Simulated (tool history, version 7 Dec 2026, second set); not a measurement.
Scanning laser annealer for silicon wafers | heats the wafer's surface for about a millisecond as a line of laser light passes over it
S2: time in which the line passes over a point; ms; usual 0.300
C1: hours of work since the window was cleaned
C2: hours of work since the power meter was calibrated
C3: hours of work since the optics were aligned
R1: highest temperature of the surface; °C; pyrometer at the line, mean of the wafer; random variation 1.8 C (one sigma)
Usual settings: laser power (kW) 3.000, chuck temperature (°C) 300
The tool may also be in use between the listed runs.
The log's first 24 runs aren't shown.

At hour 547.2: laser's power meter calibrated, once more.
Run 25, hour 571.3: usual settings but laser power (kW) 2.732, S2 0.351 ms, chuck temperature (°C) 289; C1 155; C2 16; C3 861. Result: R1 988 °C.
Run 26, hour 590.7: usual settings but laser power (kW) 2.732, S2 0.351 ms, chuck temperature (°C) 289; C1 168; C2 29; C3 874. Result: R1 988 °C.
Run 27, hour 611.2: usual settings but laser power (kW) 2.732, S2 0.351 ms, chuck temperature (°C) 289; C1 182; C2 43; C3 888. Result: R1 989 °C.
Run 28, hour 642.3: usual settings but laser power (kW) 2.732, S2 0.351 ms, chuck temperature (°C) 289; C1 203; C2 64; C3 909. Result: R1 983 °C.
Run 29, hour 666.7: usual settings but laser power (kW) 2.734, chuck temperature (°C) 271; C1 219; C2 80; C3 925. Result: R1 908 °C.
Run 30, hour 682.9: usual settings but laser power (kW) 3.292, S2 0.314 ms, chuck temperature (°C) 325; C1 230; C2 91; C3 936. Result: R1 1151 °C.
Run 31, hour 702.2: usual settings but laser power (kW) 2.857, chuck temperature (°C) 331; C1 243; C2 104; C3 949. Result: R1 997 °C.
Run 32, hour 721.4: usual settings but laser power (kW) 2.857, chuck temperature (°C) 331; C1 256; C2 117; C3 962. Result: R1 997 °C.
Run 33, hour 740.2: usual settings but laser power (kW) 3.113, S2 0.359 ms, chuck temperature (°C) 267; C1 268; C2 129; C3 974. Result: R1 1088 °C.
Run 34, hour 753.8: usual settings but laser power (kW) 3.139, S2 0.359 ms, chuck temperature (°C) 315; C1 277; C2 138; C3 983. Result: R1 1142 °C.
Run 35, hour 779.1: usual settings but laser power (kW) 3.005, S2 0.359 ms, chuck temperature (°C) 339; C1 294; C2 155; C3 1000. Result: R1 1119 °C.
Run 36, hour 796.1: usual settings but laser power (kW) 2.887, S2 0.359 ms, chuck temperature (°C) 339; C1 306; C2 167; C3 1012. Result: R1 1079 °C.
Run 37, hour 828.9: usual settings but laser power (kW) 2.887, S2 0.359 ms, chuck temperature (°C) 339; C1 328; C2 189; C3 1034. Result: R1 1074 °C.
At hour 859.7: window over the wafer cleaned.
Run 38, hour 863.0: usual settings but laser power (kW) 2.759, S2 0.368 ms, chuck temperature (°C) 339; C1 2; C2 210; C3 1055. Result: R1 1089 °C.
At hour 884.1: optics aligned, line set to its width.
Run 39, hour 888.6: usual settings but laser power (kW) 2.918, S2 0.378 ms, chuck temperature (°C) 268; C1 16; C2 224; C3 3. Result: R1 1090 °C.
Run 40, hour 910.9: usual settings but laser power (kW) 3.252, S2 0.316 ms; C1 31; C2 239; C3 18. Result: R1 1155 °C.

Forecast each of these 4 alternatives for the next run:
Run A, hour 937.3: usual settings but laser power (kW) 3.261, S2 0.292 ms, chuck temperature (°C) 273; C1 49; C2 257; C3 36. Result: R1 ?.
Run B, hour 937.3: usual settings but laser power (kW) 2.670, S2 0.343 ms, chuck temperature (°C) 278; C1 49; C2 257; C3 36. Result: R1 ?.
Run C, hour 937.3: usual settings but laser power (kW) 3.167, S2 0.248 ms, chuck temperature (°C) 284; C1 49; C2 257; C3 36. Result: R1 ?.
Run D, hour 937.3: usual settings but laser power (kW) 2.952, chuck temperature (°C) 291; C1 49; C2 257; C3 36. Result: R1 ?.

run    R1
  A  1089
  B   967
  C  1001
  D  1018
Without the tool's hidden state the same runs would have given:
run    R1
  A  1103
  B   979
  C  1014
  D  1031
